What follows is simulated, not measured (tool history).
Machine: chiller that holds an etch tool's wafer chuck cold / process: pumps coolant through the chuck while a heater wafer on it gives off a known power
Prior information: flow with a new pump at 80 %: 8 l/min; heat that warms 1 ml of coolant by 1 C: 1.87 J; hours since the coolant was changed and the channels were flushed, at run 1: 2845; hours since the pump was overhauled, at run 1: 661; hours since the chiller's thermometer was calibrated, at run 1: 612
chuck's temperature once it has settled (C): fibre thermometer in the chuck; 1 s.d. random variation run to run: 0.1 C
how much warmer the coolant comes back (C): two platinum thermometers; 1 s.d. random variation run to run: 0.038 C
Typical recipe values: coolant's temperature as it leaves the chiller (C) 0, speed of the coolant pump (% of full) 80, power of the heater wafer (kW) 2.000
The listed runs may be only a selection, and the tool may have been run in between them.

run   hour  coolant's temperature as it leaves the chiller (C)  speed of the coolant pump (% of full)  power of the heater wafer (kW)  hours since the coolant was changed and the channels were flushed  hours since the pump was overhauled  hours since the chiller's thermometer was calibrated  chuck's temperature once it has settled (C)  how much warmer the coolant comes back (C)
  1    0.0                                                   0                                     80                           2.000                                                               2845                                  661                                                   612                                         17.8                                        8.18
  2   38.0                                                  -4                                     80                           2.000                                                               2883                                  699                                                   650                                         13.6                                        8.13
  3   87.9                                                  -4                                     80                           2.000                                                               2933                                  749                                                   700                                         13.7                                        8.21
  4  115.8                                                   0                                     69                           2.000                                                               2961                                  777                                                   728                                         20.1                                        9.60
  5  145.2                                                   0                                     69                           2.000                                                               2990                                  806                                                   757                                         20.2                                        9.62
  6  169.0                                                  -4                                     75                           1.970                                                               3014                                  830                                                   781                                         14.5                                        8.72
  7  205.3                                                  -4                                     75                           1.401                                                               3050                                  866                                                   817                                          9.1                                        6.18
  8  232.0                                                   4                                     78                           1.401                                                               3077                                  893                                                   844                                         16.7                                        5.83
     287.9  -- coolant changed, channels flushed
  9  287.9                                                   2                                     80                           2.000                                                                  0                                  943                                                   894                                         17.8                                        8.24

Predict the results of run 10:
 10  328.1                                                   4                                     94                           1.979                                                                 40                                  983                                                   934                                            ?                                           ?

{"run 10": {"chuck's temperature once it has settled (C)": 17.5, "how much warmer the coolant comes back (C)": 6.86}}
With no hidden state in the tool, this same run would have given chuck's temperature once it has settled (C) 17.4, how much warmer the coolant comes back (C) 6.68.
